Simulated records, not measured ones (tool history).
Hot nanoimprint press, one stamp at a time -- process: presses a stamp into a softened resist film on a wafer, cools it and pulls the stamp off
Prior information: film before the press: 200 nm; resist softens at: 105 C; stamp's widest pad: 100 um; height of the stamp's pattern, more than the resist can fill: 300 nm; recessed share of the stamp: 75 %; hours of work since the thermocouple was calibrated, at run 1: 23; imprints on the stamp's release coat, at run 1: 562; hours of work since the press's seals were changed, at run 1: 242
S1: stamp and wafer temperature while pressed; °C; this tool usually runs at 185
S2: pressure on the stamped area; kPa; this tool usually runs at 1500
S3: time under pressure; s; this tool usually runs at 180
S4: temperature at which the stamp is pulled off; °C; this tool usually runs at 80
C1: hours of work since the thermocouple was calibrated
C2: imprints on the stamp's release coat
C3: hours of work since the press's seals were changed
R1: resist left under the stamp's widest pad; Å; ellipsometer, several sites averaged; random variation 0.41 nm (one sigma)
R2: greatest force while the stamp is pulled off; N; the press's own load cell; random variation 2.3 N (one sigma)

run 1 hour=0.0 | S1=185 S2=1500 S3=180 S4=80 | C1=23 C2=562 C3=242 | R1=819 R2=194
run 2 hour=7.3 | S1=185 S2=1500 S3=180 S4=80 | C1=27 C2=583 C3=247 | R1=820 R2=193
run 3 hour=20.1 | S1=185 S2=1500 S3=180 S4=67 | C1=35 C2=620 C3=254 | R1=825 R2=211
run 4 hour=30.0 | S1=185 S2=1500 S3=180 S4=67 | C1=41 C2=649 C3=260 | R1=819 R2=212
run 5 hour=37.4 | S1=185 S2=1500 S3=180 S4=67 | C1=45 C2=671 C3=265 | R1=830 R2=212
run 6 hour=47.5 | S1=185 S2=1500 S3=178 S4=67 | C1=51 C2=700 C3=271 | R1=831 R2=216
run 7 hour=60.3 | S1=185 S2=1360 S3=178 S4=67 | C1=59 C2=737 C3=278 | R1=870 R2=212
run 8 hour=72.4 | S1=185 S2=1360 S3=178 S4=74 | C1=66 C2=772 C3=286 | R1=867 R2=202
-- hour=78.9 stamp cleaned and given a new release coat
run 9 hour=91.0 | S1=185 S2=1500 S3=196 S4=80 | C1=74 C2=35 C3=293 | R1=800 R2=179
run 10 hour=100.9 | S1=185 S2=1500 S3=180 S4=80 | C1=80 C2=64 C3=299 | R1=836 R2=174
run 11 hour=111.2 | S1=174 S2=1500 S3=180 S4=80 | C1=86 C2=94 C3=305 | R1=1334 R2=182
-- hour=114.8 plate thermocouple calibrated
run 12 hour=126.7 | S1=174 S2=1500 S3=180 S4=80 | C1=7 C2=130 C3=313 | R1=1334 R2=175
run 13 hour=134.3 | S1=174 S2=1500 S3=180 S4=80 | C1=12 C2=152 C3=317 | R1=1336 R2=183
run 14 hour=141.5 | S1=185 S2=1500 S3=140 S4=80 | C1=16 C2=173 C3=322 | R1=921 R2=184
run 15 hour=149.7 | S1=185 S2=1500 S3=140 S4=80 | C1=21 C2=197 C3=327 | R1=918 R2=179
run 16 hour=162.3 | S1=185 S2=1500 S3=140 S4=80 | C1=29 C2=233 C3=334 | R1=918 R2=185
run 17 hour=167.6 | S1=185 S2=1500 S3=140 S4=80 | C1=32 C2=249 C3=337 | R1=917 R2=186
run 18 hour=176.0 | S1=195 S2=1200 S3=180 S4=67 | C1=37 C2=273 C3=342 | R1=592 R2=194
run 19 hour=182.8 | S1=177 S2=1250 S3=108 S4=78 | C1=41 C2=293 C3=346 | R1=1442 R2=185
-- hour=188.4 plate thermocouple calibrated, once more
run 20 hour=191.6 | S1=177 S2=1250 S3=108 S4=78 | C1=2 C2=310 C3=350 | R1=1443 R2=185
run 21 hour=199.8 | S1=191 S2=1210 S3=180 S4=84 | C1=7 C2=334 C3=355 | R1=692 R2=178
run 22 hour=205.7 | S1=191 S2=1210 S3=180 S4=84 | C1=10 C2=351 C3=358 | R1=701 R2=180
run 23 hour=215.0 | S1=185 S2=900 S3=209 S4=80 | C1=16 C2=378 C3=364 | R1=971 R2=190
run 24 hour=224.1 | S1=185 S2=900 S3=209 S4=80 | C1=21 C2=404 C3=369 | R1=981 R2=185
run 25 hour=235.8 | S1=183 S2=1610 S3=209 S4=80 | C1=28 C2=438 C3=376 | R1=846 R2=190
run 26 hour=247.7 | S1=185 S2=1500 S3=91 S4=80 | C1=36 C2=473 C3=384 | R1=1074 R2=191
run 27 hour=257.3 | S1=185 S2=1500 S3=91 S4=80 | C1=41 C2=501 C3=389 | R1=1079 R2=191
run 28 hour=270.0 | S1=193 S2=1500 S3=163 S4=80 | C1=49 C2=538 C3=397 | R1=598 R2=194
run 29 hour=278.5 | S1=193 S2=1500 S3=163 S4=80 | C1=54 C2=562 C3=402 | R1=614 R2=187

Branching from run 29: 5 alternative next runs. What would each branch give?
run A hour=291.0 | S1=196 S2=1500 S3=180 S4=66 | C1=62 C2=599 C3=410 | R1=? R2=?
run B hour=291.0 | S1=193 S2=1500 S3=137 S4=80 | C1=62 C2=599 C3=410 | R1=? R2=?
run C hour=291.0 | S1=180 S2=1590 S3=180 S4=80 | C1=62 C2=599 C3=410 | R1=? R2=?
run D hour=291.0 | S1=193 S2=1500 S3=240 S4=80 | C1=62 C2=599 C3=410 | R1=? R2=?
run E hour=291.0 | S1=176 S2=1130 S3=108 S4=80 | C1=62 C2=599 C3=410 | R1=? R2=?

run=A R1=510 R2=215
run=B R1=654 R2=190
run=C R1=1025 R2=194
run=D R1=508 R2=186
run=E R1=1525 R2=190
Without the tool's unlogged condition, the same runs would have read:
run=A R1=500 R2=195
run=B R1=640 R2=172
run=C R1=1005 R2=176
run=D R1=497 R2=169
run=E R1=1507 R2=172
